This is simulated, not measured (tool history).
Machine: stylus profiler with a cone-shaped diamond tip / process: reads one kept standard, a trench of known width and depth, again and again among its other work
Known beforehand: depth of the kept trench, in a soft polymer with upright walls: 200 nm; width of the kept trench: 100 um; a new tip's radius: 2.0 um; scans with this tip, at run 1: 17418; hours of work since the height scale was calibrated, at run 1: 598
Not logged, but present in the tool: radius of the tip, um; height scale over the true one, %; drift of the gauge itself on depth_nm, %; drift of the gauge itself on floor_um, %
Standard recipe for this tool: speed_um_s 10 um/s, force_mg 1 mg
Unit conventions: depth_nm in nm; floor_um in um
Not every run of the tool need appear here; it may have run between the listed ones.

run,day,speed_um_s,force_mg,scans with this tip,hours of work since the height scale was calibrated,depth_nm,floor_um
1,0,10,1,17418,598,200.48,97.41
2,1.458,10,1,17722,625,200.26,97.36
3,3.042,10,1,18053,655,200.34,97.35
4,6.575,12,1,18791,722,200.12,97.3
5,9.858,12,1,19476,784,200.16,97.28
6,13.188,12,0.58,20171,846,199.76,97.23
7,16.317,12,0.58,20825,905,199.71,97.17
# day 17.779: height scale calibrated on a step standard
8,18.442,10,0.45,21264,12,199.2,97.22
9,21.975,10,0.45,22002,79,199.33,97.13
# day 23.779: height scale calibrated on a step standard, once more
10,24.412,10,0.45,22507,12,200.44,97.12
11,27.812,10,0.45,23216,76,200.36,97.07
12,29.788,10,0.45,23629,113,200.57,97.11
13,31.804,10,0.45,24049,151,200.5,97.05
14,33.892,2,0.79,24486,191,200.83,97.13
15,35.608,7,0.9,24844,223,200.8,97.11
16,39.104,3,1.59,25574,289,201.07,97.08
17,42.496,3,1.59,26282,353,201.12,96.99
18,44.121,7,0.63,26621,383,200.37,97.01
19,47.358,7,0.63,27298,444,200.24,96.97
20,50.042,14,2.78,27858,495,201.73,96.96
21,51.592,10,2.84,28181,524,201.61,96.96
22,55.075,6,0.93,28908,590,200.45,96.92
23,58.375,2,0.55,29598,652,200.01,96.96
24,61.417,11,2.31,30233,709,201.08,96.85
25,64.196,35,0.47,30813,762,199.7,96.6

Alternative continuations, all from the tool just after run 25; predict every row:
A,66.512,15,0.54,31297,805,?,?
B,66.512,13,2.69,31297,805,?,?
C,66.512,2,2.2,31297,805,?,?
D,66.512,10,0.79,31297,805,?,?

run,depth_nm,floor_um
A,199.82,96.75
B,201.14,96.84
C,200.87,96.91
D,200.02,96.85
Had the tool no hidden state, the same runs would have come out as:
run,depth_nm,floor_um
A,200.66,98.13
B,201.99,98.22
C,201.72,98.29
D,200.86,98.24
